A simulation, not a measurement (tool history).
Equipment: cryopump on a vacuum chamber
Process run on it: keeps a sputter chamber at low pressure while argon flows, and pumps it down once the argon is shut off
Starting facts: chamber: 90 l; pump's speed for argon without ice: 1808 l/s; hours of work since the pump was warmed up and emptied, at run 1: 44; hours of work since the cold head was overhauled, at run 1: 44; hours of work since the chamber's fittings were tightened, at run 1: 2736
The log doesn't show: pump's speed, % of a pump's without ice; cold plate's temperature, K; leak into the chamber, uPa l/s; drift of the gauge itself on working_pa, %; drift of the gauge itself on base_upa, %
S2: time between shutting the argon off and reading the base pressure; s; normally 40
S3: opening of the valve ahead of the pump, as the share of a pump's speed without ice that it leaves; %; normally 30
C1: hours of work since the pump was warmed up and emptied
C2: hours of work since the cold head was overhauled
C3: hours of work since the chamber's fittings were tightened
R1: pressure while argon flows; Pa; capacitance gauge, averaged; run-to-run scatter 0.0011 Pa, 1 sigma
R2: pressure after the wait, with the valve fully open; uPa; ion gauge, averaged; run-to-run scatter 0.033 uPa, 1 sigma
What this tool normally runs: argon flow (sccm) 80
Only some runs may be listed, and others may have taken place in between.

Run 1, hour 0: usual settings; C1 44; C2 44; C3 2736. Result: R1 0.2504 Pa, R2 2.14 uPa.
Run 2, hour 21.7: usual settings; C1 53; C2 53; C3 2745. Result: R1 0.2523 Pa, R2 2.19 uPa.
Run 3, hour 40.4: usual settings; C1 61; C2 61; C3 2752. Result: R1 0.2525 Pa, R2 2.25 uPa.
Run 4, hour 60: usual settings; C1 69; C2 69; C3 2760. Result: R1 0.2542 Pa, R2 2.28 uPa.
Run 5, hour 91.4: usual settings; C1 81; C2 81; C3 2773. Result: R1 0.2549 Pa, R2 2.18 uPa.
Run 6, hour 115.2: usual settings; C1 91; C2 91; C3 2782. Result: R1 0.2557 Pa, R2 2.28 uPa.
Run 7, hour 131.1: usual settings; C1 97; C2 97; C3 2789. Result: R1 0.2572 Pa, R2 2.17 uPa.
Run 8, hour 158.1: usual settings; C1 108; C2 108; C3 2800. Result: R1 0.2569 Pa, R2 2.24 uPa.
Run 9, hour 173.2: usual settings; C1 114; C2 114; C3 2806. Result: R1 0.2565 Pa, R2 2.21 uPa.
Run 10, hour 190.8: usual settings; C1 121; C2 121; C3 2813. Result: R1 0.2577 Pa, R2 2.25 uPa.
Run 11, hour 224.5: usual settings but argon flow (sccm) 88; C1 135; C2 135; C3 2826. Result: R1 0.2802 Pa, R2 2.23 uPa.
Run 12, hour 240.2: usual settings but argon flow (sccm) 99; C1 141; C2 141; C3 2832. Result: R1 0.3194 Pa, R2 2.24 uPa.
Run 13, hour 257.5: usual settings but argon flow (sccm) 43, S2 31 s; C1 148; C2 148; C3 2839. Result: R1 0.1391 Pa, R2 2.61 uPa.
Run 14, hour 277.8: usual settings but argon flow (sccm) 74, S2 22 s; C1 156; C2 156; C3 2848. Result: R1 0.2407 Pa, R2 3.54 uPa.
Run 15, hour 301: usual settings but argon flow (sccm) 55, S2 128 s, S3 19 %; C1 165; C2 165; C3 2857. Result: R1 0.2779 Pa, R2 1.18 uPa.
Run 16, hour 324.3: usual settings but argon flow (sccm) 33, S2 35 s, S3 22 %; C1 175; C2 175; C3 2866. Result: R1 0.1452 Pa, R2 2.54 uPa.
Run 17, hour 352.3: usual settings but argon flow (sccm) 33, S2 74 s, S3 22 %; C1 186; C2 186; C3 2878. Result: R1 0.1451 Pa, R2 1.53 uPa.
Run 18, hour 367.2: usual settings but argon flow (sccm) 39, S2 29 s, S3 52 %; C1 192; C2 192; C3 2884. Result: R1 0.0749 Pa, R2 2.91 uPa.
Run 19, hour 394.7: usual settings but argon flow (sccm) 39, S2 29 s, S3 52 %; C1 203; C2 203; C3 2895. Result: R1 0.0763 Pa, R2 2.91 uPa.
Run 20, hour 424.9: usual settings but argon flow (sccm) 38, S2 273 s; C1 215; C2 215; C3 2907. Result: R1 0.1252 Pa, R2 0.96 uPa.
Run 21, hour 448.4: usual settings but argon flow (sccm) 38, S2 273 s; C1 225; C2 225; C3 2916. Result: R1 0.1252 Pa, R2 0.9 uPa.
Run 22, hour 471.4: usual settings but S2 24 s; C1 234; C2 234; C3 2925. Result: R1 0.2653 Pa, R2 3.32 uPa.

Measured less the same run without the tool's hidden state. The same run-to-run variation is in both; the gauge's scatter may not be:
run       R1     R2
  1   +0.003  +0.42
  2  +0.0036  +0.44
  3   +0.004  +0.45
  4  +0.0045  +0.46
  5  +0.0053  +0.45
  6  +0.0058  +0.46
  7  +0.0062  +0.44
  8  +0.0068  +0.47
  9  +0.0072  +0.46
 10  +0.0077  +0.47
 11  +0.0093  +0.48
 12  +0.0111  +0.49
 13  +0.0051  +0.47
 14  +0.0093   +0.5
 15  +0.0073   +0.5
 16  +0.0047  +0.51
 17   +0.005  +0.51
 18   +0.006  +0.53
 19  +0.0065  +0.54
 20  +0.0067  +0.54
 21   +0.007  +0.53
 22  +0.0157  +0.55
